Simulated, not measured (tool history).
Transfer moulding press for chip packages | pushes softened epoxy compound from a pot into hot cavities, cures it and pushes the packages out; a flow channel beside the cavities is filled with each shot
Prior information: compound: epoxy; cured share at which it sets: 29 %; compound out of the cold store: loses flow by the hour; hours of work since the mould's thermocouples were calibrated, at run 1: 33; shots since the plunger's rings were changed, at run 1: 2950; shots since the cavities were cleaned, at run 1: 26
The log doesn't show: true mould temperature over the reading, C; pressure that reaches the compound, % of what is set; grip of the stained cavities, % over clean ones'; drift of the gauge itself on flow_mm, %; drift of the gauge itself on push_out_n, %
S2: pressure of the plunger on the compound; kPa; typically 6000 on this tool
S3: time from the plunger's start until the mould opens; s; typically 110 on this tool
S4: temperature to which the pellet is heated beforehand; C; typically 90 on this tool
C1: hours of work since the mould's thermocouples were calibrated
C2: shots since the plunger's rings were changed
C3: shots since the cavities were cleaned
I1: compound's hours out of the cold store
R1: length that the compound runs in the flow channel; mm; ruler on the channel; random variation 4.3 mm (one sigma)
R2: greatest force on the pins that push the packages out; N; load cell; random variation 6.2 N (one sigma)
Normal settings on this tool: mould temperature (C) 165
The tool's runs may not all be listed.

Run 1, hour 0: usual settings; C1 33; C2 2950; C3 26; I1 31.2. Result: R1 814 mm, R2 251 N.
Run 2, hour 8: usual settings; C1 39; C2 3043; C3 119; I1 13.4. Result: R1 931 mm, R2 265 N.
Run 3, hour 16.6: usual settings; C1 45; C2 3143; C3 219; I1 10.8. Result: R1 951 mm, R2 292 N.
At hour 20.8: plunger's sealing rings changed.
Run 4, hour 24.5: usual settings; C1 48; C2 42; C3 280; I1 32.4. Result: R1 860 mm, R2 318 N.
Run 5, hour 31.3: usual settings; C1 53; C2 122; C3 360; I1 14.9. Result: R1 962 mm, R2 329 N.
Run 6, hour 38.6: usual settings but mould temperature (C) 158; C1 58; C2 206; C3 444; I1 22.6. Result: R1 941 mm, R2 433 N.
At hour 43.4: cavities cleaned with cleaning compound and waxed.
Run 7, hour 48.5: usual settings; C1 64; C2 303; C3 59; I1 31.3. Result: R1 855 mm, R2 252 N.
Run 8, hour 58.8: usual settings; C1 71; C2 423; C3 179; I1 23.4. Result: R1 910 mm, R2 280 N.
Run 9, hour 63.3: usual settings; C1 74; C2 474; C3 230; I1 38.7. Result: R1 804 mm, R2 293 N.
Run 10, hour 68.3: usual settings; C1 78; C2 533; C3 289; I1 11.3. Result: R1 994 mm, R2 319 N.
Run 11, hour 74.4: usual settings; C1 82; C2 603; C3 359; I1 46.2. Result: R1 762 mm, R2 315 N.
Run 12, hour 81.7: usual settings; C1 87; C2 687; C3 443; I1 46.3. Result: R1 762 mm, R2 327 N.
At hour 86.7: cavities cleaned with cleaning compound and waxed.
Run 13, hour 93.2: usual settings but S2 5320 kPa; C1 94; C2 803; C3 75; I1 46.5. Result: R1 718 mm, R2 253 N.
Run 14, hour 103.4: usual settings but S2 5320 kPa; C1 101; C2 922; C3 194; I1 41. Result: R1 743 mm, R2 285 N.
Run 15, hour 109.8: usual settings but S2 5320 kPa; C1 106; C2 996; C3 268; I1 46.1. Result: R1 715 mm, R2 295 N.
Run 16, hour 119.4: usual settings but mould temperature (C) 158, S2 5850 kPa; C1 112; C2 1107; C3 379; I1 10.5. Result: R1 1008 mm, R2 472 N.
At hour 130: cavities cleaned with cleaning compound and waxed.
Run 17, hour 130.1: usual settings but mould temperature (C) 166, S2 5470 kPa; C1 119; C2 1213; C3 1; I1 21.6. Result: R1 867 mm, R2 232 N.
Run 18, hour 135.8: usual settings but mould temperature (C) 166, S2 5470 kPa, S3 143 s, S4 94 C; C1 123; C2 1279; C3 67; I1 28.5. Result: R1 822 mm, R2 224 N.

What does the tool deliver on the next run?
Run 19, hour 145.1: usual settings; C1 129; C2 1387; C3 175; I1 47.7. Result: R1 ?, R2 ?.

{"run 19": {"R1": 746, "R2": 268}}
Minus the tool's unlogged condition, the same run would have read R1 769 mm, R2 218 N.
